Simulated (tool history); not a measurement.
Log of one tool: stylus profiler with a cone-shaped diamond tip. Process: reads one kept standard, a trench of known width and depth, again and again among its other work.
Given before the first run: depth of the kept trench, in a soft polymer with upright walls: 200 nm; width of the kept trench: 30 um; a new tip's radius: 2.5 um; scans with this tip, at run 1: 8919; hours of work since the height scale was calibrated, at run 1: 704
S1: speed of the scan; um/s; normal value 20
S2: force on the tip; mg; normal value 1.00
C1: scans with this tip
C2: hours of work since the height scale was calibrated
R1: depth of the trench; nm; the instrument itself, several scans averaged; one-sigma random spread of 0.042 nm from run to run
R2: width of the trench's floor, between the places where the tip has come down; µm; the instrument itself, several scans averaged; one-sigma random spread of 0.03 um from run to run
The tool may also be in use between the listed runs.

run   hour  S1    S2    C1   C2      R1     R2
  1    0.0  20  1.00  8919  704  202.27  26.43
  2   25.6  40  1.00  9115  720  202.25  26.29
  3   54.1   6  1.00  9334  737  202.31  26.49
  4   76.3   6  1.00  9504  750  202.31  26.42
  5  116.2  20  1.00  9810  774  202.35  26.31
     139.2  -- new tip fitted, height scale calibrated
  6  149.6  20  0.38    80    6  200.94  27.79
  7  197.1  20  1.00   444   35  201.75  27.83
  8  231.5  20  1.00   708   56  201.74  27.78
  9  259.6  20  1.00   924   73  201.85  27.69
     263.6  -- height scale calibrated on a step standard
 10  285.4  38  1.00  1118   13  201.88  27.52
 11  318.3  61  0.91  1371   33  201.62  27.32
 12  340.5  10  0.78  1541   47  201.51  27.60
 13  367.1  10  0.78  1745   63  201.52  27.58
 14  402.6  64  0.63  2018   84  201.37  27.12
 15  429.4   7  0.90  2223  100  201.70  27.56
 16  475.4   9  1.74  2576  128  202.60  27.46
 17  501.5  10  1.53  2777  144  202.50  27.44

Forecast each of these 5 alternatives for the next run:
  A  523.7  10  1.29  2946  158   ?   ?
  B  523.7  27  2.60  2946  158   ?   ?
  C  523.7  28  1.53  2946  158   ?   ?
  D  523.7  38  0.41  2946  158   ?   ?
  E  523.7  16  1.53  2946  158   ?   ?

run      R1     R2
  A  202.26  27.37
  B  203.58  27.30
  C  202.42  27.30
  D  201.09  27.05
  E  202.50  27.39
The same runs, with their run-to-run variation unchanged, on a tool lacking any hidden condition would have given:
run      R1     R2
  A  202.23  27.98
  B  203.55  27.91
  C  202.39  27.91
  D  201.06  27.66
  E  202.47  28.00
